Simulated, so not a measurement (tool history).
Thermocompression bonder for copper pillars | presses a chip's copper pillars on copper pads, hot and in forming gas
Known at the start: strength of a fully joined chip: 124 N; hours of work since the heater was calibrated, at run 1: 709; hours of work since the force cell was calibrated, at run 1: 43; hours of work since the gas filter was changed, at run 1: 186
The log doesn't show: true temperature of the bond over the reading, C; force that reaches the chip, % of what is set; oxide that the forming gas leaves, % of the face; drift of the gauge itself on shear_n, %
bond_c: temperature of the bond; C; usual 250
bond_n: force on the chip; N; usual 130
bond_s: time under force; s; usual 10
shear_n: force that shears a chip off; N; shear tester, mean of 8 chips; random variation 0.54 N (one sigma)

| run | hour | bond_c | bond_n | bond_s | hours of work since the heater was calibrated | hours of work since the force cell was calibrated | hours of work since the gas filter was changed | shear_n |
|---|---|---|---|---|---|---|---|---|
| 1 | 0 | 250 | 130 | 10 | 709 | 43 | 186 | 39.6 |
| 2 | 23 | 250 | 130 | 10 | 719 | 53 | 196 | 40.2 |
| 3 | 64.3 | 250 | 130 | 10 | 738 | 72 | 215 | 38.9 |
| 4 | 88.8 | 250 | 130 | 10 | 749 | 83 | 226 | 39.3 |
| 5 | 121.7 | 250 | 130 | 10 | 764 | 98 | 241 | 38.4 |
| 6 | 149 | 250 | 83 | 10 | 777 | 110 | 254 | 24.6 |
| 7 | 186 | 250 | 83 | 10 | 793 | 127 | 270 | 24.3 |
| 8 | 229.4 | 261 | 83 | 10 | 813 | 147 | 290 | 27.7 |
| 9 | 264.4 | 261 | 83 | 10 | 829 | 163 | 306 | 27.8 |
| 10 | 297.5 | 250 | 130 | 10 | 844 | 178 | 321 | 37.2 |
| 11 | 318.8 | 250 | 130 | 10 | 854 | 187 | 331 | 36.5 |
| 12 | 336.5 | 250 | 130 | 10 | 862 | 196 | 339 | 37 |
|  | 354.4 | forming gas filter changed |
| 13 | 372.4 | 250 | 130 | 10 | 878 | 212 | 8 | 41.4 |
| 14 | 413.4 | 250 | 130 | 10 | 896 | 230 | 27 | 40.7 |
| 15 | 452.4 | 255 | 130 | 10 | 914 | 248 | 45 | 43.5 |
| 16 | 493.1 | 240 | 130 | 10 | 933 | 266 | 63 | 35.5 |
| 17 | 536.3 | 249 | 130 | 10 | 952 | 286 | 83 | 39.8 |
| 18 | 559.1 | 249 | 130 | 10 | 963 | 296 | 93 | 39.2 |
| 19 | 593.1 | 249 | 130 | 10 | 978 | 312 | 108 | 38.9 |
| 20 | 622.7 | 250 | 130 | 10 | 991 | 325 | 122 | 38.9 |
| 21 | 652 | 250 | 130 | 10 | 1005 | 339 | 135 | 37.9 |
| 22 | 680.8 | 250 | 130 | 10 | 1018 | 352 | 148 | 38.1 |
| 23 | 712.1 | 250 | 130 | 10 | 1032 | 366 | 163 | 38 |
| 24 | 754.2 | 250 | 130 | 10 | 1051 | 385 | 182 | 37.7 |
| 25 | 777.4 | 250 | 130 | 10 | 1062 | 396 | 192 | 38.1 |
| 26 | 803.4 | 250 | 130 | 10 | 1074 | 407 | 204 | 37.5 |
| 27 | 836.7 | 275 | 137 | 22 | 1089 | 423 | 219 | 66.3 |
| 28 | 875.1 | 275 | 137 | 22 | 1106 | 440 | 237 | 65.5 |
| 29 | 911.4 | 235 | 130 | 6 | 1123 | 456 | 253 | 24.3 |
| 30 | 951.4 | 265 | 153 | 10 | 1141 | 475 | 271 | 48.9 |
| 31 | 970 | 234 | 153 | 22 | 1149 | 483 | 280 | 47.5 |
| 32 | 1009 | 268 | 163 | 23 | 1167 | 501 | 297 | 71 |
| 33 | 1038.8 | 253 | 112 | 16 | 1181 | 514 | 311 | 37.2 |
| 34 | 1071.8 | 253 | 112 | 16 | 1195 | 529 | 326 | 38.9 |
| 35 | 1108.4 | 253 | 112 | 18 | 1212 | 546 | 343 | 40.1 |
|  | 1117.7 | forming gas filter changed |
| 36 | 1137.2 | 250 | 102 | 10 | 1225 | 559 | 9 | 31.1 |
| 37 | 1177.2 | 250 | 102 | 10 | 1243 | 577 | 27 | 30.7 |
| 38 | 1212.1 | 225 | 137 | 6 | 1259 | 593 | 43 | 24.8 |
| 39 | 1238.2 | 250 | 152 | 8 | 1271 | 605 | 55 | 40 |
| 40 | 1267.9 | 234 | 130 | 8 | 1284 | 618 | 68 | 28.8 |

Forecast each of these 4 alternatives for the next run:
| A | 1297.7 | 269 | 81 | 28 | 1298 | 632 | 82 | ? |
| B | 1297.7 | 279 | 109 | 6 | 1298 | 632 | 82 | ? |
| C | 1297.7 | 250 | 130 | 21 | 1298 | 632 | 82 | ? |
| D | 1297.7 | 234 | 130 | 9 | 1298 | 632 | 82 | ? |

| run | shear_n |
|---|---|
| A | 45.3 |
| B | 36 |
| C | 50.4 |
| D | 29.7 |
Without the tool's hidden state the same runs would have given:
| run | shear_n |
|---|---|
| A | 53.6 |
| B | 43 |
| C | 59.6 |
| D | 36.3 |

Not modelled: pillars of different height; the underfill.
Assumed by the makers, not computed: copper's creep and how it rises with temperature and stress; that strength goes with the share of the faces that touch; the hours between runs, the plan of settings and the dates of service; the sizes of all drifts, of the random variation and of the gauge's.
